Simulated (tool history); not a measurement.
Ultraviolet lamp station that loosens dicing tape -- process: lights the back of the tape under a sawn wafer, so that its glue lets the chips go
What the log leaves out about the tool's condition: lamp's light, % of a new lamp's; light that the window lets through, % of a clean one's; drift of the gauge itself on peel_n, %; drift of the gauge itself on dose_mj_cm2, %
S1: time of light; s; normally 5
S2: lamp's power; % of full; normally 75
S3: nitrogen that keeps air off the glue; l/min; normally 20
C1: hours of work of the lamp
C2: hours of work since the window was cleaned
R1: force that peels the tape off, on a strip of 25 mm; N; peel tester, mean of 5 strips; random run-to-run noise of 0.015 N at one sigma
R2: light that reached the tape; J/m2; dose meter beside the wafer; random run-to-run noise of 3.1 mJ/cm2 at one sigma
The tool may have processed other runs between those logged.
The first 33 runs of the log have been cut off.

run    hour  S1  S2  S3   C1   C2     R1    R2
 34  1117.8   5  79  20  560  241  0.993  4080
 35  1140.6   5  79  20  574  255  0.979  4030
     1150.9  -- window cleaned of glue's vapour
 36  1165.2   5  92  20  589    9  0.652  4910
 37  1186.8   5  92  20  603   23  0.704  4780
 38  1228.4   8  80   7  630   49  0.841  6680
 39  1269.3   3  64   7  656   75  5.146  1950
 40  1303.3   3  64   7  677   97  4.920  1930
 41  1339.1   3  64   7  700  120  5.011  1910
 42  1362.5   3  64   7  715  135  5.144  1860

Forecast each of these 3 alternatives for the next run:
  A  1389.1   2  61  10  732  152   ?   ?
  B  1389.1   3  68   8  732  152   ?   ?
  C  1389.1   6  75   7  732  152   ?   ?

run     R1    R2
  A  6.519  1210
  B  4.702  1980
  C  1.911  4450
Without the tool's hidden state the same runs would have given:
run     R1    R2
  A  5.516  1560
  B  3.655  2570
  C  1.182  5750
